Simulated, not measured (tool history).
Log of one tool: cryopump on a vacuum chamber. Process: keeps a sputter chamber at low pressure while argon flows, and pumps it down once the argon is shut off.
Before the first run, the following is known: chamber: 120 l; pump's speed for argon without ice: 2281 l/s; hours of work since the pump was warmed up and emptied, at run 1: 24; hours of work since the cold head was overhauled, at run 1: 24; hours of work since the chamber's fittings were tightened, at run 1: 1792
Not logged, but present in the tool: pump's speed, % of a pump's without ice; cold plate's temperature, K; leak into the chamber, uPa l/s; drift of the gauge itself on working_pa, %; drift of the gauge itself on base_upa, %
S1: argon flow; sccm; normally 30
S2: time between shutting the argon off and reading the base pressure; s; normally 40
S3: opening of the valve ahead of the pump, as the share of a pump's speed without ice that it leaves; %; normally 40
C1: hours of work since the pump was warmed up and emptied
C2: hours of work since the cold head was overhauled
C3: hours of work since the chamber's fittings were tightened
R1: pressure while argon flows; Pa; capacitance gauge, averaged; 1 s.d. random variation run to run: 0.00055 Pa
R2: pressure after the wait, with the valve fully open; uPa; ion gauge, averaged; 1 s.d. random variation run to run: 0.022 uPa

run 1 hour=0 | S1=30 S2=40 S3=40 | C1=24 C2=24 C3=1792 | R1=0.0568 R2=1.59
run 2 hour=18.8 | S1=30 S2=40 S3=40 | C1=40 C2=40 C3=1808 | R1=0.0562 R2=1.64
run 3 hour=39.9 | S1=30 S2=40 S3=40 | C1=59 C2=59 C3=1827 | R1=0.057 R2=1.63
run 4 hour=85.1 | S1=30 S2=40 S3=40 | C1=99 C2=99 C3=1867 | R1=0.0586 R2=1.67
run 5 hour=111.8 | S1=30 S2=40 S3=40 | C1=122 C2=122 C3=1890 | R1=0.0592 R2=1.78
run 6 hour=147.3 | S1=30 S2=40 S3=40 | C1=154 C2=154 C3=1921 | R1=0.0596 R2=1.79
run 7 hour=184.1 | S1=30 S2=40 S3=40 | C1=186 C2=186 C3=1954 | R1=0.0604 R2=1.9
run 8 hour=206.3 | S1=30 S2=40 S3=40 | C1=205 C2=205 C3=1973 | R1=0.0612 R2=1.98
run 9 hour=240.3 | S1=30 S2=77 S3=40 | C1=235 C2=235 C3=2003 | R1=0.0613 R2=1.72
run 10 hour=280 | S1=30 S2=26 S3=40 | C1=270 C2=270 C3=2038 | R1=0.0624 R2=2.33
run 11 hour=301 | S1=30 S2=270 S3=30 | C1=289 C2=289 C3=2057 | R1=0.0822 R2=1.76
run 12 hour=345.7 | S1=22 S2=137 S3=53 | C1=328 C2=328 C3=2096 | R1=0.0367 R2=1.95
run 13 hour=375.1 | S1=22 S2=137 S3=53 | C1=354 C2=354 C3=2122 | R1=0.0379 R2=2.02
-- hour=403.8 pump warmed up, emptied and cooled again
run 14 hour=423.4 | S1=59 S2=167 S3=41 | C1=17 C2=392 C3=2160 | R1=0.1081 R2=1.49
run 15 hour=446.5 | S1=19 S2=29 S3=16 | C1=38 C2=413 C3=2180 | R1=0.0882 R2=2
run 16 hour=464.8 | S1=14 S2=88 S3=59 | C1=54 C2=429 C3=2197 | R1=0.0183 R2=1.62
run 17 hour=503.3 | S1=14 S2=40 S3=40 | C1=88 C2=463 C3=2231 | R1=0.0268 R2=1.97

Each row is a separate what-if for the run after 17, all from the same tool condition, not one after another. Results?
run A hour=524.4 | S1=20 S2=62 S3=40 | C1=106 C2=481 C3=2249 | R1=? R2=?
run B hour=524.4 | S1=18 S2=34 S3=40 | C1=106 C2=481 C3=2249 | R1=? R2=?
run C hour=524.4 | S1=30 S2=40 S3=24 | C1=106 C2=481 C3=2249 | R1=? R2=?
run D hour=524.4 | S1=35 S2=40 S3=40 | C1=106 C2=481 C3=2249 | R1=? R2=?
run E hour=524.4 | S1=44 S2=40 S3=40 | C1=106 C2=481 C3=2249 | R1=? R2=?

run=A R1=0.0385 R2=1.86
run=B R1=0.0346 R2=2.05
run=C R1=0.0945 R2=1.98
run=D R1=0.0682 R2=2.03
run=E R1=0.0861 R2=2.01
What these runs would have given with no unlogged condition in the tool:
run=A R1=0.0367 R2=0.43
run=B R1=0.0329 R2=0.63
run=C R1=0.0917 R2=0.58
run=D R1=0.065 R2=0.6
run=E R1=0.082 R2=0.59
